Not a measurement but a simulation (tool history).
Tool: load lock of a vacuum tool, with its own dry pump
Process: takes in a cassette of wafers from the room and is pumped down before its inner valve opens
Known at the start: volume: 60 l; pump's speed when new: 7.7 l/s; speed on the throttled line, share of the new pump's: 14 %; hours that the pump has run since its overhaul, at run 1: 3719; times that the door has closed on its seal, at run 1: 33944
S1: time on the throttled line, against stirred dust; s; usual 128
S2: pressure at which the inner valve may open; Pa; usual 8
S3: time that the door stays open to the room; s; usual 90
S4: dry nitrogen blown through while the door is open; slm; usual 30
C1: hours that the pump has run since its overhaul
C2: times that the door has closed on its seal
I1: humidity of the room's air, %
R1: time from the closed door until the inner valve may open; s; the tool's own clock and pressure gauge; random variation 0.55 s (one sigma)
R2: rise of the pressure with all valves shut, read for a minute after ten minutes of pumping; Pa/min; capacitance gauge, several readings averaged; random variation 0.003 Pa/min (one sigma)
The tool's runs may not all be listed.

run 1 hour=0.0 | S1=128 S2=8 S3=90 S4=30 | C1=3719 C2=33944 | I1=43.8 | R1=184.5 R2=0.047
run 2 hour=206.0 | S1=128 S2=8 S3=90 S4=30 | C1=3925 C2=34584 | I1=39.8 | R1=184.9 R2=0.046
run 3 hour=492.4 | S1=128 S2=8 S3=90 S4=30 | C1=4211 C2=35474 | I1=42.3 | R1=186.2 R2=0.047
run 4 hour=684.9 | S1=128 S2=8 S3=90 S4=30 | C1=4404 C2=36072 | I1=44.3 | R1=184.4 R2=0.047
run 5 hour=831.0 | S1=128 S2=8 S3=90 S4=30 | C1=4550 C2=36526 | I1=44.7 | R1=184.3 R2=0.052
run 6 hour=1064.0 | S1=128 S2=8 S3=78 S4=30 | C1=4783 C2=37249 | I1=45.0 | R1=184.8 R2=0.049
run 7 hour=1302.4 | S1=128 S2=8 S3=90 S4=30 | C1=5021 C2=37990 | I1=42.9 | R1=184.9 R2=0.048
run 8 hour=1584.9 | S1=128 S2=8 S3=90 S4=30 | C1=5304 C2=38868 | I1=44.7 | R1=184.7 R2=0.049
run 9 hour=1775.1 | S1=128 S2=8 S3=90 S4=30 | C1=5494 C2=39459 | I1=45.0 | R1=184.7 R2=0.058
run 10 hour=1973.1 | S1=128 S2=8 S3=90 S4=30 | C1=5692 C2=40073 | I1=42.4 | R1=184.3 R2=0.047
run 11 hour=2283.4 | S1=65 S2=8 S3=90 S4=30 | C1=6002 C2=41038 | I1=42.6 | R1=130.3 R2=0.047
run 12 hour=2461.8 | S1=65 S2=8 S3=90 S4=30 | C1=6181 C2=41592 | I1=43.8 | R1=130.6 R2=0.049
run 13 hour=2719.5 | S1=128 S2=8 S3=29 S4=30 | C1=6438 C2=42392 | I1=47.4 | R1=185.8 R2=0.026
run 14 hour=2864.4 | S1=128 S2=8 S3=29 S4=30 | C1=6583 C2=42842 | I1=41.8 | R1=184.7 R2=0.020
run 15 hour=3046.0 | S1=128 S2=8 S3=29 S4=30 | C1=6765 C2=43407 | I1=45.5 | R1=184.0 R2=0.018
run 16 hour=3230.5 | S1=128 S2=8 S3=29 S4=30 | C1=6949 C2=43980 | I1=44.1 | R1=184.1 R2=0.015
run 17 hour=3512.1 | S1=128 S2=8 S3=29 S4=30 | C1=7231 C2=44855 | I1=47.3 | R1=184.8 R2=0.022
run 18 hour=3799.2 | S1=128 S2=8 S3=29 S4=30 | C1=7518 C2=45746 | I1=45.5 | R1=184.6 R2=0.026
run 19 hour=3993.8 | S1=188 S2=8 S3=88 S4=30 | C1=7713 C2=46351 | I1=45.0 | R1=236.7 R2=0.054
run 20 hour=4286.2 | S1=256 S2=8 S3=52 S4=30 | C1=8005 C2=47259 | I1=49.2 | R1=295.9 R2=0.038
run 21 hour=4566.6 | S1=128 S2=7 S3=95 S4=15 | C1=8285 C2=48131 | I1=48.3 | R1=185.0 R2=0.074
run 22 hour=4849.2 | S1=128 S2=7 S3=95 S4=15 | C1=8568 C2=49009 | I1=45.0 | R1=185.8 R2=0.066
run 23 hour=5118.6 | S1=128 S2=6 S3=32 S4=15 | C1=8837 C2=49845 | I1=45.8 | R1=186.0 R2=0.032
run 24 hour=5354.2 | S1=99 S2=8 S3=52 S4=7 | C1=9073 C2=50577 | I1=45.2 | R1=160.7 R2=0.050
run 25 hour=5511.0 | S1=99 S2=8 S3=52 S4=7 | C1=9230 C2=51064 | I1=46.3 | R1=159.3 R2=0.058
run 26 hour=5743.4 | S1=67 S2=8 S3=54 S4=9 | C1=9462 C2=51786 | I1=45.5 | R1=132.3 R2=0.055
run 27 hour=6012.7 | S1=67 S2=8 S3=54 S4=9 | C1=9732 C2=52623 | I1=43.8 | R1=132.3 R2=0.055
run 28 hour=6266.8 | S1=67 S2=8 S3=54 S4=9 | C1=9986 C2=53413 | I1=45.9 | R1=132.2 R2=0.053
run 29 hour=6413.5 | S1=67 S2=8 S3=54 S4=9 | C1=10132 C2=53868 | I1=45.6 | R1=132.1 R2=0.049
run 30 hour=6546.9 | S1=128 S2=8 S3=77 S4=30 | C1=10266 C2=54283 | I1=47.0 | R1=185.3 R2=0.045
run 31 hour=6836.0 | S1=128 S2=8 S3=77 S4=30 | C1=10555 C2=55181 | I1=42.8 | R1=184.8 R2=0.038
run 32 hour=6974.5 | S1=128 S2=10 S3=90 S4=21 | C1=10693 C2=55611 | I1=47.4 | R1=183.3 R2=0.061
run 33 hour=7145.2 | S1=94 S2=8 S3=50 S4=6 | C1=10864 C2=56141 | I1=43.6 | R1=155.6 R2=0.046
run 34 hour=7379.5 | S1=94 S2=8 S3=50 S4=6 | C1=11098 C2=56869 | I1=44.2 | R1=154.8 R2=0.049
-- hour=7440.9 door's seal changed, seat wiped
run 35 hour=7514.0 | S1=128 S2=7 S3=40 S4=30 | C1=11231 C2=227 | I1=44.5 | R1=185.3 R2=0.027
run 36 hour=7681.0 | S1=128 S2=6 S3=71 S4=30 | C1=11398 C2=746 | I1=47.0 | R1=187.3 R2=0.043

Forecast each of these 3 alternatives for the next run:
run A hour=7871.3 | S1=128 S2=6 S3=43 S4=17 | C1=11589 C2=1337 | I1=44.7 | R1=? R2=?
run B hour=7871.3 | S1=128 S2=14 S3=81 S4=30 | C1=11589 C2=1337 | I1=49.6 | R1=? R2=?
run C hour=7871.3 | S1=128 S2=8 S3=90 S4=5 | C1=11589 C2=1337 | I1=44.7 | R1=? R2=?

run=A R1=186.7 R2=0.039
run=B R1=180.5 R2=0.051
run=C R1=184.4 R2=0.081
Without the tool's hidden state the same runs would have given:
run=A R1=186.7 R2=0.039
run=B R1=180.5 R2=0.051
run=C R1=184.4 R2=0.081

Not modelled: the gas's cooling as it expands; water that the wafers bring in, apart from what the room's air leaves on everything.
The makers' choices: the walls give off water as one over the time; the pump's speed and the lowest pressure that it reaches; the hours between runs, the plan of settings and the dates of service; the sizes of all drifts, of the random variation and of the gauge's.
